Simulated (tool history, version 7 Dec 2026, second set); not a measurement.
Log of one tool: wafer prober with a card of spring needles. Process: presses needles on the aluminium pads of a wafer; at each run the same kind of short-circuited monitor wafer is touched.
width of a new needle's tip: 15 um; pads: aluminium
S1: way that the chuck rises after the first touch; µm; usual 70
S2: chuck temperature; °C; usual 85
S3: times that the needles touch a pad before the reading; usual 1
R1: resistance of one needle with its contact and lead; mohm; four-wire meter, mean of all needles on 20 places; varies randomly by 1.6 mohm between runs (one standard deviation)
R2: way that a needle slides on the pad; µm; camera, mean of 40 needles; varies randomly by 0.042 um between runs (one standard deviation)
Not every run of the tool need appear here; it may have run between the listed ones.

run 1 hour=0 | S1=70 S2=85 S3=1 | R1=180 R2=12.81
-- hour=9.8 tips cleaned on abrasive film
-- hour=19.6 tips cleaned on abrasive film
-- hour=29.3 tips cleaned on abrasive film
run 2 hour=32.6 | S1=70 S2=85 S3=1 | R1=204 R2=12.85
-- hour=40 tips cleaned on abrasive film
-- hour=52.2 tips cleaned on abrasive film
-- hour=64.4 tips cleaned on abrasive film
-- hour=74.1 tips cleaned on abrasive film
-- hour=86.3 tips cleaned on abrasive film
run 3 hour=88.2 | S1=70 S2=85 S3=1 | R1=188 R2=12.71
-- hour=98 tips cleaned on abrasive film
-- hour=107.8 tips cleaned on abrasive film
-- hour=120 tips cleaned on abrasive film
run 4 hour=129.2 | S1=70 S2=85 S3=1 | R1=230 R2=12.68
-- hour=131.7 tips cleaned on abrasive film
-- hour=141.5 tips cleaned on abrasive film
-- hour=153.7 tips cleaned on abrasive film
-- hour=163.5 tips cleaned on abrasive film
-- hour=173.3 tips cleaned on abrasive film
-- hour=185.5 tips cleaned on abrasive film
run 5 hour=194 | S1=70 S2=85 S3=1 | R1=230 R2=12.6
-- hour=196.5 tips cleaned on abrasive film
-- hour=199.2 height of the first contact set anew
-- hour=206.6 tips cleaned on abrasive film
-- hour=218.8 tips cleaned on abrasive film
-- hour=231 tips cleaned on abrasive film
-- hour=240.8 tips cleaned on abrasive film
-- hour=253 tips cleaned on abrasive film
run 6 hour=254.1 | S1=70 S2=85 S3=1 | R1=180 R2=12.79
-- hour=263.9 tips cleaned on abrasive film
-- hour=273.7 tips cleaned on abrasive film
-- hour=283.4 tips cleaned on abrasive film
-- hour=293.2 tips cleaned on abrasive film
-- hour=303 tips cleaned on abrasive film
-- hour=312.8 tips cleaned on abrasive film
-- hour=325 tips cleaned on abrasive film
run 7 hour=331.3 | S1=70 S2=85 S3=1 | R1=222 R2=12.74
-- hour=336.2 tips cleaned on abrasive film
-- hour=348.4 tips cleaned on abrasive film
-- hour=360.6 tips cleaned on abrasive film
-- hour=372.8 tips cleaned on abrasive film
-- hour=382.6 tips cleaned on abrasive film
run 8 hour=383.4 | S1=70 S2=85 S3=1 | R1=179 R2=12.65
-- hour=393.2 tips cleaned on abrasive film
-- hour=405.4 tips cleaned on abrasive film
-- hour=417.6 tips cleaned on abrasive film
run 9 hour=427.3 | S1=70 S2=85 S3=1 | R1=235 R2=12.56
-- hour=429.8 tips cleaned on abrasive film
-- hour=442 tips cleaned on abrasive film
-- hour=451.8 tips cleaned on abrasive film
-- hour=461.5 tips cleaned on abrasive film
-- hour=464.3 height of the first contact set anew
-- hour=471.6 tips cleaned on abrasive film
-- hour=483.8 tips cleaned on abrasive film
-- hour=493.6 tips cleaned on abrasive film
-- hour=503.7 tips cleaned on abrasive film
run 10 hour=503.7 | S1=56 S2=35 S3=2 | R1=161 R2=10.23
-- hour=513.5 tips cleaned on abrasive film
-- hour=525.7 tips cleaned on abrasive film
-- hour=535.4 tips cleaned on abrasive film
run 11 hour=543.9 | S1=56 S2=35 S3=2 | R1=225 R2=10.21
-- hour=546.4 tips cleaned on abrasive film
-- hour=558.6 tips cleaned on abrasive film
-- hour=568.4 tips cleaned on abrasive film
-- hour=580.6 tips cleaned on abrasive film
run 12 hour=588.8 | S1=55 S2=33 S3=2 | R1=230 R2=10
-- hour=591.3 tips cleaned on abrasive film
-- hour=601.1 tips cleaned on abrasive film
-- hour=610.8 tips cleaned on abrasive film
-- hour=620.6 tips cleaned on abrasive film
-- hour=630.4 tips cleaned on abrasive film
-- hour=642.6 tips cleaned on abrasive film
-- hour=654.6 tips cleaned on abrasive film
run 13 hour=654.6 | S1=55 S2=33 S3=2 | R1=163 R2=9.9
-- hour=666.8 tips cleaned on abrasive film
-- hour=676.6 tips cleaned on abrasive film
-- hour=688.8 tips cleaned on abrasive film
run 14 hour=694.4 | S1=55 S2=33 S3=2 | R1=221 R2=9.85
-- hour=699.4 tips cleaned on abrasive film
-- hour=709.2 tips cleaned on abrasive film
-- hour=721.4 tips cleaned on abrasive film
-- hour=728.9 height of the first contact set anew
-- hour=731.4 tips cleaned on abrasive film
-- hour=743.6 tips cleaned on abrasive film
-- hour=755.8 tips cleaned on abrasive film
-- hour=766.6 tips cleaned on abrasive film
run 15 hour=766.6 | S1=70 S2=85 S3=1 | R1=165 R2=12.77
-- hour=776.4 tips cleaned on abrasive film
-- hour=788.6 tips cleaned on abrasive film
-- hour=798.4 tips cleaned on abrasive film
run 16 hour=805.3 | S1=70 S2=81 S3=1 | R1=231 R2=12.83
-- hour=810.2 tips cleaned on abrasive film
-- hour=822.4 tips cleaned on abrasive film
-- hour=832.2 tips cleaned on abrasive film
-- hour=842 tips cleaned on abrasive film
-- hour=851.8 tips cleaned on abrasive film
-- hour=864 tips cleaned on abrasive film
-- hour=873.8 tips cleaned on abrasive film
run 17 hour=881.2 | S1=70 S2=81 S3=1 | R1=236 R2=12.7

Here are 5 independent what-if runs from the current tool condition. What would each one return?
-- hour=883.7 tips cleaned on abrasive film
-- hour=893.5 tips cleaned on abrasive film
-- hour=905.7 tips cleaned on abrasive film
-- hour=917.9 tips cleaned on abrasive film
-- hour=927.7 tips cleaned on abrasive film
-- hour=937.5 tips cleaned on abrasive film
run A hour=945.1 | S1=70 S2=114 S3=1 | R1=? R2=?
-- hour=883.7 tips cleaned on abrasive film
-- hour=893.5 tips cleaned on abrasive film
-- hour=905.7 tips cleaned on abrasive film
-- hour=917.9 tips cleaned on abrasive film
-- hour=927.7 tips cleaned on abrasive film
-- hour=937.5 tips cleaned on abrasive film
run B hour=945.1 | S1=70 S2=69 S3=1 | R1=? R2=?
-- hour=883.7 tips cleaned on abrasive film
-- hour=893.5 tips cleaned on abrasive film
-- hour=905.7 tips cleaned on abrasive film
-- hour=917.9 tips cleaned on abrasive film
-- hour=927.7 tips cleaned on abrasive film
-- hour=937.5 tips cleaned on abrasive film
run C hour=945.1 | S1=63 S2=41 S3=1 | R1=? R2=?
-- hour=883.7 tips cleaned on abrasive film
-- hour=893.5 tips cleaned on abrasive film
-- hour=905.7 tips cleaned on abrasive film
-- hour=917.9 tips cleaned on abrasive film
-- hour=927.7 tips cleaned on abrasive film
-- hour=937.5 tips cleaned on abrasive film
run D hour=945.1 | S1=70 S2=108 S3=1 | R1=? R2=?
-- hour=883.7 tips cleaned on abrasive film
-- hour=893.5 tips cleaned on abrasive film
-- hour=905.7 tips cleaned on abrasive film
-- hour=917.9 tips cleaned on abrasive film
-- hour=927.7 tips cleaned on abrasive film
-- hour=937.5 tips cleaned on abrasive film
run E hour=945.1 | S1=73 S2=119 S3=1 | R1=? R2=?

run=A R1=240 R2=12.6
run=B R1=240 R2=12.65
run=C R1=257 R2=11.33
run=D R1=243 R2=12.64
run=E R1=229 R2=13.22
With no hidden state in the tool, these same runs would have given:
run=A R1=159 R2=12.88
run=B R1=153 R2=12.92
run=C R1=147 R2=11.61
run=D R1=161 R2=12.92
run=E R1=155 R2=13.5

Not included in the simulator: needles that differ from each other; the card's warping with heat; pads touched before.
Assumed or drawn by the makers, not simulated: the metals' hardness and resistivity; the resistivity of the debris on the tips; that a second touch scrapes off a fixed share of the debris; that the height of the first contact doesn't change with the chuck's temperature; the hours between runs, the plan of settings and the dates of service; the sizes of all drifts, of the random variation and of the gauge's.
